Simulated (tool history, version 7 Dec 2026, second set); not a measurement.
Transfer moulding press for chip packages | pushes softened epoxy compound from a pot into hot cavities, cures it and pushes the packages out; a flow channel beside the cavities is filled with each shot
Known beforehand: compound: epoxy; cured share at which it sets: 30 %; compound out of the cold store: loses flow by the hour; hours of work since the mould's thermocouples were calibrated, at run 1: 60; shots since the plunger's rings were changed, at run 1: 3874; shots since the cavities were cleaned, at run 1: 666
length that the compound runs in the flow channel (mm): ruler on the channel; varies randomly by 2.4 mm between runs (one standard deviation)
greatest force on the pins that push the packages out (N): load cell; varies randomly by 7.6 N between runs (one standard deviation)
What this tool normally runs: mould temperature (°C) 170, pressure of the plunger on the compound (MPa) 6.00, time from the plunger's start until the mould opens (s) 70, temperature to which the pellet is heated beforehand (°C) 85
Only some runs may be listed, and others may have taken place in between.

run	hour	mould temperature (°C)	pressure of the plunger on the compound (MPa)	time from the plunger's start until the mould opens (s)	temperature to which the pellet is heated beforehand (°C)	hours of work since the mould's thermocouples were calibrated	shots since the plunger's rings were changed	shots since the cavities were cleaned	incoming compound's hours out of the cold store	length that the compound runs in the flow channel (mm)	greatest force on the pins that push the packages out (N)
1	0.0	170	6.00	70	85	60	3874	666	42.4	587	317
2	14.3	170	6.00	70	85	66	4021	813	9.3	699	339
3	27.2	169	6.00	70	85	72	4154	946	28.8	636	341
4	39.1	169	6.00	65	85	78	4277	1069	9.9	702	389
# hour 45.2: cavities cleaned with cleaning compound and waxed
5	49.7	169	6.00	65	85	82	4371	47	17.6	673	362
6	55.7	170	6.00	70	85	85	4433	109	32.4	623	333
7	69.2	170	6.00	70	85	91	4572	248	11.1	694	339
8	74.9	175	6.00	70	85	94	4631	307	9.5	694	299
9	84.4	175	6.00	70	85	99	4729	405	9.8	699	318
10	90.4	170	5.50	70	85	102	4791	467	19.2	637	322
11	104.0	170	4.57	70	85	108	4932	608	46.3	505	332
12	115.2	174	6.00	70	85	113	5047	723	21.8	649	320
13	124.6	174	6.00	70	85	118	5144	820	41.7	583	297
14	132.9	174	6.00	70	85	122	5230	906	10.6	688	322
15	142.9	173	5.41	90	89	126	5333	1009	10.8	652	307
16	148.8	173	5.41	90	89	129	5394	1070	38.7	568	295
# hour 155.1: cavities cleaned with cleaning compound and waxed
17	157.9	165	5.99	90	87	133	5472	28	10.4	710	310
18	169.6	165	5.99	90	87	138	5594	150	25.7	645	314
19	180.2	165	5.99	90	87	143	5702	258	40.9	601	306
20	193.0	167	6.00	78	79	149	5835	391	32.5	631	318
21	203.3	170	5.28	70	85	154	5941	497	31.3	585	348
22	210.2	170	5.28	70	75	157	6012	568	15.1	637	343
23	221.6	169	6.00	106	85	163	6130	686	29.7	637	296
24	234.3	172	7.32	106	85	169	6261	817	32.8	681	298
# hour 243.3: plunger's sealing rings changed
25	248.8	169	6.65	106	85	174	57	941	32.5	652	284
26	256.1	169	6.65	106	85	178	133	1017	20.8	701	285
# hour 267.7: cavities cleaned with cleaning compound and waxed
27	271.2	167	6.65	108	85	184	273	36	34.6	651	297
28	279.1	170	6.85	51	90	188	354	117	23.1	699	579

Predict each of these 4 candidate next runs independently; none follows another, all start after run 28:
A	291.6	169	6.00	70	85	194	484	247	22.4	?	?
B	291.6	166	6.85	51	76	194	484	247	45.3	?	?
C	291.6	170	6.28	51	85	194	484	247	24.9	?	?
D	291.6	170	6.63	59	93	194	484	247	29.4	?	?

run	length that the compound runs in the flow channel (mm)	greatest force on the pins that push the packages out (N)
A	654	352
B	628	725
C	662	600
D	666	421
Without the tool's unlogged condition, the same runs would have read:
run	length that the compound runs in the flow channel (mm)	greatest force on the pins that push the packages out (N)
A	654	350
B	628	720
C	663	596
D	666	418
